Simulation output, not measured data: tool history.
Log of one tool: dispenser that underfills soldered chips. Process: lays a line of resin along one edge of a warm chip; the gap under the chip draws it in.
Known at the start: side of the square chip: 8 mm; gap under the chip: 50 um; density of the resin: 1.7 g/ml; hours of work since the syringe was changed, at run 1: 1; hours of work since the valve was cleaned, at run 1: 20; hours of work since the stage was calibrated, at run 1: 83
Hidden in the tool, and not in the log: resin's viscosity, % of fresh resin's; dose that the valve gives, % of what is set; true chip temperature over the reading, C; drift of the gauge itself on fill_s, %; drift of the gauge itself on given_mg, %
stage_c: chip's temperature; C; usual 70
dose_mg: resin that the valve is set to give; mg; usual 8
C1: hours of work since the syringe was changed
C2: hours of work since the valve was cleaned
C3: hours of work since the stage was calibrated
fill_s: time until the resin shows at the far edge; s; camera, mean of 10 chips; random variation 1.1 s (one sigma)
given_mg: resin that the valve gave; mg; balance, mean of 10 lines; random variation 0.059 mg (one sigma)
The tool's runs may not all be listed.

run 1 hour=0 | stage_c=70 dose_mg=8 | C1=1 C2=20 C3=83 | fill_s=120.9 given_mg=7.78
-- hour=7.4 new syringe of resin
run 2 hour=7.4 | stage_c=70 dose_mg=8 | C1=0 C2=24 C3=87 | fill_s=106.5 given_mg=7.89
run 3 hour=10.4 | stage_c=70 dose_mg=8 | C1=2 C2=26 C3=89 | fill_s=125.1 given_mg=7.9
run 4 hour=14.3 | stage_c=80 dose_mg=8 | C1=4 C2=28 C3=91 | fill_s=106.5 given_mg=7.83
-- hour=17 new syringe of resin
run 5 hour=18.6 | stage_c=79 dose_mg=8 | C1=1 C2=31 C3=94 | fill_s=84.2 given_mg=7.84
run 6 hour=24.8 | stage_c=70 dose_mg=10.4 | C1=5 C2=35 C3=97 | fill_s=163.5 given_mg=10
-- hour=26.8 new syringe of resin
run 7 hour=31.8 | stage_c=69 dose_mg=10.4 | C1=3 C2=39 C3=102 | fill_s=141.7 given_mg=9.87
-- hour=36.5 new syringe of resin
run 8 hour=38.9 | stage_c=69 dose_mg=10.4 | C1=1 C2=43 C3=106 | fill_s=125.2 given_mg=10
run 9 hour=45.2 | stage_c=69 dose_mg=10.4 | C1=5 C2=47 C3=110 | fill_s=175.8 given_mg=9.83
-- hour=46.5 new syringe of resin
run 10 hour=49.3 | stage_c=69 dose_mg=10.4 | C1=2 C2=49 C3=112 | fill_s=128.2 given_mg=9.98
run 11 hour=52.2 | stage_c=69 dose_mg=9.01 | C1=4 C2=51 C3=114 | fill_s=151.6 given_mg=8.63
-- hour=56.2 new syringe of resin
run 12 hour=57.8 | stage_c=69 dose_mg=9.01 | C1=1 C2=54 C3=117 | fill_s=122.8 given_mg=8.61
run 13 hour=64 | stage_c=69 dose_mg=9.01 | C1=5 C2=58 C3=121 | fill_s=170.3 given_mg=8.38
-- hour=66 new syringe of resin
run 14 hour=71 | stage_c=69 dose_mg=9.01 | C1=3 C2=62 C3=125 | fill_s=146.2 given_mg=8.47
-- hour=75.6 new syringe of resin
run 15 hour=76.5 | stage_c=69 dose_mg=9.01 | C1=1 C2=65 C3=128 | fill_s=115.9 given_mg=8.38
run 16 hour=79.5 | stage_c=70 dose_mg=7.02 | C1=2 C2=67 C3=130 | fill_s=139.1 given_mg=6.6
run 17 hour=83.5 | stage_c=70 dose_mg=8 | C1=5 C2=70 C3=132 | fill_s=169.9 given_mg=7.44
-- hour=85.7 new syringe of resin
run 18 hour=89.9 | stage_c=70 dose_mg=8 | C1=3 C2=74 C3=136 | fill_s=135.7 given_mg=7.38
run 19 hour=93.3 | stage_c=71 dose_mg=7.41 | C1=5 C2=76 C3=138 | fill_s=163.1 given_mg=6.84
-- hour=95.5 new syringe of resin
run 20 hour=99.5 | stage_c=71 dose_mg=7.41 | C1=2 C2=79 C3=142 | fill_s=134.6 given_mg=6.88
-- hour=105.1 new syringe of resin
run 21 hour=105.8 | stage_c=59 dose_mg=7.75 | C1=0 C2=83 C3=146 | fill_s=182.3 given_mg=7.17
-- hour=110.9 dispensing valve cleaned and set on the balance
run 22 hour=112.6 | stage_c=59 dose_mg=7.75 | C1=4 C2=1 C3=149 | fill_s=240.9 given_mg=7.77
-- hour=116 new syringe of resin
run 23 hour=117.4 | stage_c=65 dose_mg=10.18 | C1=1 C2=4 C3=152 | fill_s=139.9 given_mg=10.17
run 24 hour=121.7 | stage_c=60 dose_mg=8.79 | C1=4 C2=6 C3=155 | fill_s=225.3 given_mg=8.74
-- hour=125.6 new syringe of resin
run 25 hour=128.1 | stage_c=60 dose_mg=8.79 | C1=2 C2=10 C3=158 | fill_s=180.2 given_mg=8.67
run 26 hour=131.6 | stage_c=78 dose_mg=8.77 | C1=4 C2=12 C3=161 | fill_s=105.6 given_mg=8.67
-- hour=135.5 new syringe of resin
run 27 hour=137.3 | stage_c=66 dose_mg=9.88 | C1=1 C2=16 C3=164 | fill_s=133.9 given_mg=9.7
run 28 hour=140.6 | stage_c=64 dose_mg=9.88 | C1=3 C2=18 C3=166 | fill_s=171.2 given_mg=9.71
-- hour=145.3 new syringe of resin
run 29 hour=145.3 | stage_c=65 dose_mg=7.04 | C1=0 C2=20 C3=169 | fill_s=135 given_mg=6.98
run 30 hour=152.4 | stage_c=70 dose_mg=10.1 | C1=4 C2=25 C3=173 | fill_s=151 given_mg=9.9
-- hour=155.3 new syringe of resin
run 31 hour=157.2 | stage_c=79 dose_mg=9.95 | C1=1 C2=28 C3=176 | fill_s=78.9 given_mg=9.79
run 32 hour=162.2 | stage_c=70 dose_mg=7.92 | C1=4 C2=31 C3=179 | fill_s=152 given_mg=7.78
-- hour=165.1 new syringe of resin
run 33 hour=169.1 | stage_c=81 dose_mg=10.32 | C1=2 C2=35 C3=183 | fill_s=86.4 given_mg=9.99
run 34 hour=172.5 | stage_c=81 dose_mg=10.32 | C1=5 C2=37 C3=185 | fill_s=103.2 given_mg=10.03
-- hour=174.8 new syringe of resin
run 35 hour=175.9 | stage_c=62 dose_mg=7.9 | C1=1 C2=39 C3=187 | fill_s=152.8 given_mg=7.68

Some steps in fill_s between neighbouring runs. How much of each would the tool show without its hidden state too (settings, what came in, random variation), and how much is left for the hidden state, with any gauge scatter that isn't in both results?
Run 5 -> 6: stage_c 79 -> 70, dose_mg 8 -> 10.4. fill_s +79.3 s: hidden state +49.3, all else +30.
Run 8 -> 9: no setting changed, nothing entered. fill_s +50.6 s: hidden state +51.4, all else -0.8.
Run 21 -> 22: dispensing valve cleaned and set on the balance. fill_s +58.6 s: hidden state +61.8, all else -3.2.
Run 22 -> 23: stage_c 59 -> 65, dose_mg 7.75 -> 10.18, new syringe of resin. fill_s -101 s: hidden state -57.5, all else -43.5.
Run 23 -> 24: stage_c 65 -> 60, dose_mg 10.18 -> 8.79. fill_s +85.4 s: hidden state +50.1, all else +35.3.
